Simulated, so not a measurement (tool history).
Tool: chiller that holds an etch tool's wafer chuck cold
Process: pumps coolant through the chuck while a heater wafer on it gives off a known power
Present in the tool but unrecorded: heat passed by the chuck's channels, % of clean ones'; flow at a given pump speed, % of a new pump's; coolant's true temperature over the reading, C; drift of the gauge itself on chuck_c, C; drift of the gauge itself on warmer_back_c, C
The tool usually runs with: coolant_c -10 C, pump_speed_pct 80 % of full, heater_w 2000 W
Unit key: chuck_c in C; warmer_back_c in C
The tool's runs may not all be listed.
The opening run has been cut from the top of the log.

run,hour,coolant_c,pump_speed_pct,heater_w,hours since the coolant was changed and the channels were flushed,hours since the pump was overhauled,hours since the chiller's thermometer was calibrated,chuck_c,warmer_back_c
2,117.3,0,80,2000,2050,5704,1795,16.6,5.75
3,323,-10,80,2000,2256,5910,2001,6.4,5.71
4,477.6,-10,80,2000,2410,6064,2155,6.3,5.79
5,566,-10,80,2000,2499,6153,2244,6.5,5.77
6,679.5,-10,80,2000,2612,6266,2357,6.5,5.72
7,882,-10,80,2000,2815,6469,2560,6.5,5.8
8,1083.9,-10,80,2000,3017,6671,2762,6.5,5.71
9,1281.2,-15,80,2000,3214,6868,2959,1.5,5.7
10,1411.8,-15,80,2000,3345,6998,3089,1.6,5.73
11,1503,-15,80,2000,3436,7090,3181,1.4,5.75
12,1593.5,-15,80,2000,3526,7180,3271,1.7,5.68
13,1736.3,-10,80,2888,3669,7323,3414,13.8,8.32
14,1907.9,-10,80,2888,3841,7495,3586,13.7,8.22
15,2048.4,-10,80,1675,3981,7635,3726,3.8,4.83
16,2136.9,-10,80,1137,4070,7724,3815,-0.6,3.2

Run 17 is up next; what results do you expect?
17,2253.9,-10,80,2000,4187,7841,3932,?,?

{"run 17": {"chuck_c": 6.6, "warmer_back_c": 5.68}}
With the hidden condition absent and the run-to-run variation left alone, this run would have shown chuck_c 6.6 C, warmer_back_c 5.67 C.

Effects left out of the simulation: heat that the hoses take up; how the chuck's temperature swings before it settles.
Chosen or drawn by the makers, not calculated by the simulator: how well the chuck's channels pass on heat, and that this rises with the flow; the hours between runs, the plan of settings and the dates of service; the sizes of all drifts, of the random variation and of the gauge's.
